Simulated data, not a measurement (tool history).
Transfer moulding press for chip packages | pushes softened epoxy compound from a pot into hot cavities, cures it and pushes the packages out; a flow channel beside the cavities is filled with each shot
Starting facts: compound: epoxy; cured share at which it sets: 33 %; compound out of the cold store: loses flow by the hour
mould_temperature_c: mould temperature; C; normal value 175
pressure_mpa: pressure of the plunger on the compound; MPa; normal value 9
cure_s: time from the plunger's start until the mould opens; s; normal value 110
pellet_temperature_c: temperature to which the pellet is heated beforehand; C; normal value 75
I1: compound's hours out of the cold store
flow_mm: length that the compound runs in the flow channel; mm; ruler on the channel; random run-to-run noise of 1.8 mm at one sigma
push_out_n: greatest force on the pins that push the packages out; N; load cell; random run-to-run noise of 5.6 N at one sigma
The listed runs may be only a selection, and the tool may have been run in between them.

Run 1, hour 0: usual settings; I1 21.4. Result: flow_mm 710 mm, push_out_n 257 N.
Run 2, hour 11.1: usual settings; I1 11.1. Result: flow_mm 735 mm, push_out_n 294 N.
Run 3, hour 22.5: usual settings but pellet_temperature_c 85 C; I1 42.5. Result: flow_mm 666 mm, push_out_n 304 N.
Run 4, hour 32.1: usual settings but pressure_mpa 7.37 MPa, pellet_temperature_c 85 C; I1 37.7. Result: flow_mm 609 mm, push_out_n 341 N.
Run 5, hour 41.3: usual settings; I1 32.4. Result: flow_mm 683 mm, push_out_n 349 N.
Run 6, hour 48.3: usual settings but pellet_temperature_c 71 C; I1 30.2. Result: flow_mm 692 mm, push_out_n 357 N.
Run 7, hour 55.9: usual settings but pellet_temperature_c 71 C; I1 32.9. Result: flow_mm 683 mm, push_out_n 373 N.
Run 8, hour 64.7: usual settings but pellet_temperature_c 71 C; I1 28.8. Result: flow_mm 691 mm, push_out_n 377 N.
At hour 78: cavities cleaned with cleaning compound and waxed.
Run 9, hour 78: usual settings but pellet_temperature_c 71 C; I1 10.7. Result: flow_mm 729 mm, push_out_n 196 N.
Run 10, hour 85.7: usual settings but mould_temperature_c 169 C, pellet_temperature_c 71 C; I1 33.1. Result: flow_mm 699 mm, push_out_n 282 N.
Run 11, hour 92.1: usual settings but mould_temperature_c 169 C, pellet_temperature_c 71 C; I1 43.2. Result: flow_mm 678 mm, push_out_n 312 N.
Run 12, hour 101.3: usual settings but mould_temperature_c 169 C, pellet_temperature_c 71 C; I1 35.9. Result: flow_mm 696 mm, push_out_n 358 N.
Run 13, hour 113.2: usual settings but mould_temperature_c 182 C; I1 40.3. Result: flow_mm 644 mm, push_out_n 278 N.
Run 14, hour 119.7: usual settings but cure_s 103 s; I1 28.7. Result: flow_mm 686 mm, push_out_n 326 N.
Run 15, hour 132: usual settings but pressure_mpa 7.82 MPa; I1 23.6. Result: flow_mm 651 mm, push_out_n 336 N.
Run 16, hour 137.5: usual settings but mould_temperature_c 182 C, pressure_mpa 7.82 MPa, cure_s 96 s; I1 34.6. Result: flow_mm 610 mm, push_out_n 319 N.
Run 17, hour 147.2: usual settings but mould_temperature_c 182 C, pressure_mpa 7.82 MPa, cure_s 96 s; I1 42.8. Result: flow_mm 595 mm, push_out_n 348 N.
Run 18, hour 156.8: usual settings but mould_temperature_c 182 C, pressure_mpa 7.82 MPa, cure_s 96 s, pellet_temperature_c 81 C; I1 36.6. Result: flow_mm 606 mm, push_out_n 348 N.
At hour 170.1: plunger's sealing rings changed.
Run 19, hour 170.4: usual settings but mould_temperature_c 182 C, pressure_mpa 7.82 MPa, cure_s 96 s, pellet_temperature_c 81 C; I1 31.1. Result: flow_mm 649 mm, push_out_n 367 N.
Run 20, hour 176.3: usual settings but mould_temperature_c 182 C, pressure_mpa 7.82 MPa, cure_s 96 s, pellet_temperature_c 81 C; I1 27.5. Result: flow_mm 658 mm, push_out_n 364 N.
At hour 179.2: mould's thermocouples calibrated.
At hour 183.2: cavities cleaned with cleaning compound and waxed.
Run 21, hour 185.5: usual settings but mould_temperature_c 182 C, pressure_mpa 7.82 MPa, cure_s 96 s, pellet_temperature_c 81 C; I1 25.6. Result: flow_mm 657 mm, push_out_n 188 N.
Run 22, hour 195.2: usual settings but mould_temperature_c 178 C, pressure_mpa 7.82 MPa, cure_s 124 s, pellet_temperature_c 81 C; I1 43.9. Result: flow_mm 628 mm, push_out_n 215 N.
Run 23, hour 203: usual settings but mould_temperature_c 167 C, pressure_mpa 7.58 MPa, cure_s 142 s; I1 27.6. Result: flow_mm 691 mm, push_out_n 279 N.
Run 24, hour 212.3: usual settings but mould_temperature_c 179 C, pressure_mpa 7.68 MPa, cure_s 91 s, pellet_temperature_c 68 C; I1 21.2. Result: flow_mm 668 mm, push_out_n 293 N.
Run 25, hour 223.3: usual settings but mould_temperature_c 179 C, pressure_mpa 7.68 MPa, cure_s 91 s, pellet_temperature_c 68 C; I1 30.8. Result: flow_mm 648 mm, push_out_n 325 N.
Run 26, hour 229: usual settings but mould_temperature_c 174 C, pressure_mpa 8.23 MPa, cure_s 109 s, pellet_temperature_c 79 C; I1 30.1. Result: flow_mm 685 mm, push_out_n 325 N.
Run 27, hour 241.1: usual settings but mould_temperature_c 174 C, pressure_mpa 8.23 MPa, cure_s 109 s, pellet_temperature_c 79 C; I1 37.3. Result: flow_mm 668 mm, push_out_n 338 N.
Run 28, hour 251.9: usual settings but pressure_mpa 10.1 MPa, pellet_temperature_c 71 C; I1 40.8. Result: flow_mm 729 mm, push_out_n 337 N.
At hour 257.9: mould's thermocouples calibrated, once more.
Run 29, hour 266.5: usual settings but pressure_mpa 10.1 MPa, pellet_temperature_c 71 C; I1 38.6. Result: flow_mm 732 mm, push_out_n 354 N.

Each row is a separate what-if for the run after 29, all from the same tool condition, not one after another. Results?
Run A, hour 275.6: usual settings but mould_temperature_c 177 C, pressure_mpa 10.1 MPa, cure_s 145 s; I1 20.9. Result: flow_mm ?, push_out_n ?.
Run B, hour 275.6: usual settings but pressure_mpa 9.2 MPa; I1 35.5. Result: flow_mm ?, push_out_n ?.
Run C, hour 275.6: usual settings but pressure_mpa 10.08 MPa, cure_s 145 s, pellet_temperature_c 72 C; I1 38.8. Result: flow_mm ?, push_out_n ?.
Run D, hour 275.6: usual settings but pressure_mpa 7.01 MPa, cure_s 90 s, pellet_temperature_c 72 C; I1 35.8. Result: flow_mm ?, push_out_n ?.

run  flow_mm  push_out_n
  A      766         355
  B      702         371
  C      731         352
  D      616         477
With no hidden state in the tool, these same runs would have given:
run  flow_mm  push_out_n
  A      776         184
  B      711         191
  C      741         180
  D      624         245
